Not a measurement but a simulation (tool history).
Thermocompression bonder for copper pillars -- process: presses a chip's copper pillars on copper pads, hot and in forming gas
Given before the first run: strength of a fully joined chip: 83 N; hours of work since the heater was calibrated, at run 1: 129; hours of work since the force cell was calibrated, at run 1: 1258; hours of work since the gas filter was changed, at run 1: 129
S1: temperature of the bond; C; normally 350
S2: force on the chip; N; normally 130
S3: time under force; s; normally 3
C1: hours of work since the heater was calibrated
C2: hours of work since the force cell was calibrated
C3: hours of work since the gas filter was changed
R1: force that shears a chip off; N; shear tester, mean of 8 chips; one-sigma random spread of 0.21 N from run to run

{"run": 1, "day": 0.0, "S1": 350, "S2": 130, "S3": 3, "C1": 129, "C2": 1258, "C3": 129, "R1": 32.4}
{"run": 2, "day": 1.85, "S1": 350, "S2": 130, "S3": 2, "C1": 156, "C2": 1285, "C3": 156, "R1": 27.4}
{"run": 3, "day": 3.704, "S1": 350, "S2": 130, "S3": 2, "C1": 183, "C2": 1312, "C3": 183, "R1": 27.3}
{"run": 4, "day": 6.225, "S1": 350, "S2": 130, "S3": 2, "C1": 219, "C2": 1349, "C3": 219, "R1": 27.2}
{"run": 5, "day": 8.212, "S1": 350, "S2": 130, "S3": 2, "C1": 248, "C2": 1378, "C3": 248, "R1": 26.8}
{"run": 6, "day": 9.346, "S1": 350, "S2": 130, "S3": 2, "C1": 265, "C2": 1394, "C3": 265, "R1": 26.6}
{"run": 7, "day": 10.508, "S1": 350, "S2": 130, "S3": 2, "C1": 282, "C2": 1411, "C3": 282, "R1": 27.2}
{"day": 11.638, "done": "forming gas filter changed"}
{"run": 8, "day": 12.288, "S1": 350, "S2": 130, "S3": 2, "C1": 307, "C2": 1437, "C3": 9, "R1": 28.7}
{"run": 9, "day": 13.896, "S1": 350, "S2": 130, "S3": 3, "C1": 331, "C2": 1460, "C3": 33, "R1": 33.2}
{"run": 10, "day": 15.958, "S1": 350, "S2": 130, "S3": 3, "C1": 361, "C2": 1490, "C3": 63, "R1": 32.8}
{"run": 11, "day": 17.054, "S1": 350, "S2": 130, "S3": 3, "C1": 377, "C2": 1506, "C3": 79, "R1": 33.3}
{"run": 12, "day": 18.762, "S1": 350, "S2": 130, "S3": 3, "C1": 402, "C2": 1531, "C3": 104, "R1": 32.7}
{"run": 13, "day": 20.996, "S1": 350, "S2": 130, "S3": 3, "C1": 434, "C2": 1564, "C3": 136, "R1": 32.3}
{"run": 14, "day": 23.146, "S1": 367, "S2": 130, "S3": 3, "C1": 466, "C2": 1595, "C3": 168, "R1": 37.6}
{"run": 15, "day": 25.1, "S1": 367, "S2": 130, "S3": 2, "C1": 494, "C2": 1624, "C3": 196, "R1": 32.3}
{"run": 16, "day": 27.688, "S1": 364, "S2": 130, "S3": 3, "C1": 532, "C2": 1661, "C3": 234, "R1": 36.4}
{"run": 17, "day": 29.112, "S1": 348, "S2": 158, "S3": 5, "C1": 553, "C2": 1682, "C3": 255, "R1": 42.5}
{"run": 18, "day": 31.221, "S1": 350, "S2": 86, "S3": 2, "C1": 584, "C2": 1713, "C3": 286, "R1": 19.7}
{"day": 32.229, "done": "forming gas filter changed"}
{"run": 19, "day": 32.633, "S1": 350, "S2": 130, "S3": 2, "C1": 604, "C2": 1733, "C3": 6, "R1": 28.6}
{"run": 20, "day": 34.275, "S1": 375, "S2": 109, "S3": 2, "C1": 628, "C2": 1757, "C3": 30, "R1": 32.3}
{"run": 21, "day": 35.738, "S1": 343, "S2": 130, "S3": 2, "C1": 649, "C2": 1779, "C3": 51, "R1": 26.3}
{"run": 22, "day": 38.304, "S1": 368, "S2": 191, "S3": 3, "C1": 687, "C2": 1816, "C3": 89, "R1": 48.9}
{"run": 23, "day": 39.442, "S1": 370, "S2": 176, "S3": 6, "C1": 703, "C2": 1833, "C3": 105, "R1": 57.4}
{"run": 24, "day": 41.046, "S1": 372, "S2": 145, "S3": 3, "C1": 726, "C2": 1856, "C3": 129, "R1": 43.3}
{"run": 25, "day": 42.438, "S1": 357, "S2": 113, "S3": 2, "C1": 747, "C2": 1876, "C3": 149, "R1": 27.5}
{"run": 26, "day": 44.088, "S1": 368, "S2": 96, "S3": 4, "C1": 771, "C2": 1900, "C3": 173, "R1": 35.8}
{"run": 27, "day": 46.154, "S1": 360, "S2": 130, "S3": 3, "C1": 801, "C2": 1930, "C3": 203, "R1": 35.7}
{"day": 46.596, "done": "force cell calibrated"}
{"run": 28, "day": 47.417, "S1": 375, "S2": 147, "S3": 3, "C1": 818, "C2": 12, "C3": 220, "R1": 45.9}

Each row is a separate what-if for the run after 28, all from the same tool condition, not one after another. Results?
{"run": "A", "day": 49.671, "S1": 359, "S2": 130, "S3": 3, "C1": 851, "C2": 45, "C3": 253, "R1": "?"}
{"run": "B", "day": 49.671, "S1": 375, "S2": 111, "S3": 6, "C1": 851, "C2": 45, "C3": 253, "R1": "?"}
{"run": "C", "day": 49.671, "S1": 323, "S2": 94, "S3": 2, "C1": 851, "C2": 45, "C3": 253, "R1": "?"}

run=A R1=36.9
run=B R1=47.9
run=C R1=17.0
With the hidden condition removed and each run's random variation left untouched, the same runs would have given:
run=A R1=36.9
run=B R1=48.4
run=C R1=16.7
